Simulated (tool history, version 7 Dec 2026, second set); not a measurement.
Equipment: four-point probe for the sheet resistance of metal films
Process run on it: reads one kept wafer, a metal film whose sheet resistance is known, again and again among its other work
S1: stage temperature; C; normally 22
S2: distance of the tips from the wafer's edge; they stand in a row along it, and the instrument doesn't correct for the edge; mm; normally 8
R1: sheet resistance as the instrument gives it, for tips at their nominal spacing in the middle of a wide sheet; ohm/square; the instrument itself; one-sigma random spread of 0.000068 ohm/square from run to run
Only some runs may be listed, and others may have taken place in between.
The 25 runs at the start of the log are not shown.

run	hour	S1	S2	R1
26	1878.2	30	8	0.33788
27	1953.7	30	8	0.337889
# hour 1985.8: stage's thermometer calibrated
28	2006.8	22	47	0.33595
29	2090.5	18	8	0.33925
30	2132.7	31	45	0.334799
31	2204.3	32	10	0.336535
32	2249.6	21	19	0.336493
33	2344.1	32	51	0.334761
34	2419.8	24	8	0.338618
35	2465.7	24	8	0.338369
36	2531.9	19	11	0.337799
37	2623.4	22	14	0.336922
38	2683.9	22	19	0.336381
39	2778.1	31	11	0.336387
40	2834.3	30	22	0.335405
41	2881.3	30	22	0.335379
42	2941.8	22	10	0.337685
43	2990.6	32	37	0.334785
44	3034.9	19	41	0.336651

What if the next run were any one of these 4? Each begins from the tool's condition after run 44:
A	3092.4	33	67	?
B	3092.4	22	3	?
C	3092.4	30	53	?
D	3092.4	22	60	?

run	R1
A	0.334754
B	0.355079
C	0.33511
D	0.33611
With no hidden state in the tool, these same runs would have given:
run	R1
A	0.333621
B	0.353881
C	0.333975
D	0.334971
